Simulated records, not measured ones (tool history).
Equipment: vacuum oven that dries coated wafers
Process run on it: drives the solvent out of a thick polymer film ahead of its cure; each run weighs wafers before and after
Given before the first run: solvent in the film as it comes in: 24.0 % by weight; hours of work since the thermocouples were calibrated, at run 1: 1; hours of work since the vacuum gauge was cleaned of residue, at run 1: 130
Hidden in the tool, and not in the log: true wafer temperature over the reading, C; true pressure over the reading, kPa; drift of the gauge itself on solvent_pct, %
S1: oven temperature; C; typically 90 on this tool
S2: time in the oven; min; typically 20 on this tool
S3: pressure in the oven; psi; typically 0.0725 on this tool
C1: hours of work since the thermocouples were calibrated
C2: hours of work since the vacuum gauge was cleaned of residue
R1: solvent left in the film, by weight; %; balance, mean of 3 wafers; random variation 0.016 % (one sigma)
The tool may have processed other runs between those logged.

run   hour   S1  S2      S3   C1   C2    R1
  1      0   90  20  0.0725    1  130  2.37
  2     14   90  20  0.0725    8  137  2.41
  3   29.6   90  15  0.0725   16  145  3.96
  4   49.4   90  20  0.0457   25  154  2.32
  5   70.2   90  20  0.0457   35  164  2.31
  6   83.1   90  20  0.0725   42  171  2.38
  7   96.7   90  20  0.0725   48  177  2.35
  8    110   90  20  0.0725   55  184  2.36
  9  130.9   90  20  0.0725   65  194  2.36
 10  143.9   90  20  0.0725   71  200  2.37
 11  164.8   90  20  0.0725   81  210  2.35
 12  184.1   90  20  0.0725   91  220  2.38
 13  202.4   90  20  0.0725   99  229  2.36
 14  223.9   90  16  0.0725  110  239  3.54
 15    238   99  20  0.0725  117  246  0.74
 16    253   99  20  0.0725  124  253  0.72
 17    263   99  20  0.1986  129  258  0.94
 18  272.5   81  20  0.0725  133  263  5.28
 19  294.4   90  20  0.0725  144  273  2.32
 20  314.6   90  20  0.0725  154  283  2.35
 21  328.4   90  20  0.0725  161  290  2.35
 22  344.4   80  20  0.0725  168  297  5.67
 23    362   80  20  0.0725  177  306  5.66
 24  373.2  100  16  0.1121  182  311  1.17
 25  391.8   96  30  0.1162  191  320  0.45
 26  408.6  102  14  0.0725  199  329  1.24
 27  419.9   93  16  0.0445  205  334  2.59
 28  435.1   93  16  0.0445  212  341  2.54
 29  451.3   77  23  0.0725  220  349  5.95
 30  467.7   89  12  0.0725  228  357  5.73
 31  478.6   89  11  0.0725  233  363  6.32
     482.2  -- oven's thermocouples calibrated
 32  493.7   89  11  0.0725    6  369  6.28
 33  511.1  104  12  0.0779   14  377  1.38
     518.8  -- oven's thermocouples calibrated, once more
 34  529.5   86  18  0.0934    5  385  4.21
 35  539.6   82  32  0.1095   10  390  2.39
 36    552   82  32  0.0667   16  396  2.25
 37  563.9   82  32  0.0667   22  402  2.24
 38  577.7   83  25  0.0611   29  409  3.19
 39  599.7   99  32   0.088   39  419  0.23
 40  609.2   88  32   0.088   44  424   1.1
 41  621.3  104  20  0.1495   50  430  0.44
 42  634.5  104  20  0.1495   56  436  0.42
 43  653.3  104  20  0.1495   65  445  0.45
 44  667.1  104  20  0.1495   72  452  0.45
 45  680.9   90  13  0.0428   79  459  4.78
 46    702   75  15  0.1009   89  469  9.81

Predict each of these 5 candidate next runs independently; none follows another, all start after run 46:
  A  722.2  81  35  0.0725  99  479   ?
  B  722.2  93  26  0.1049  99  479   ?
  C  722.2  92  20   0.103  99  479   ?
  D  722.2  75  15  0.0447  99  479   ?
  E  722.2  90  20  0.0516  99  479   ?

run    R1
  A  2.09
  B  0.92
  C   1.9
  D  9.61
  E   2.3
Had the tool no hidden state, the same runs would have come out as:
run    R1
  A  2.12
  B  0.93
  C  1.93
  D  9.66
  E  2.33
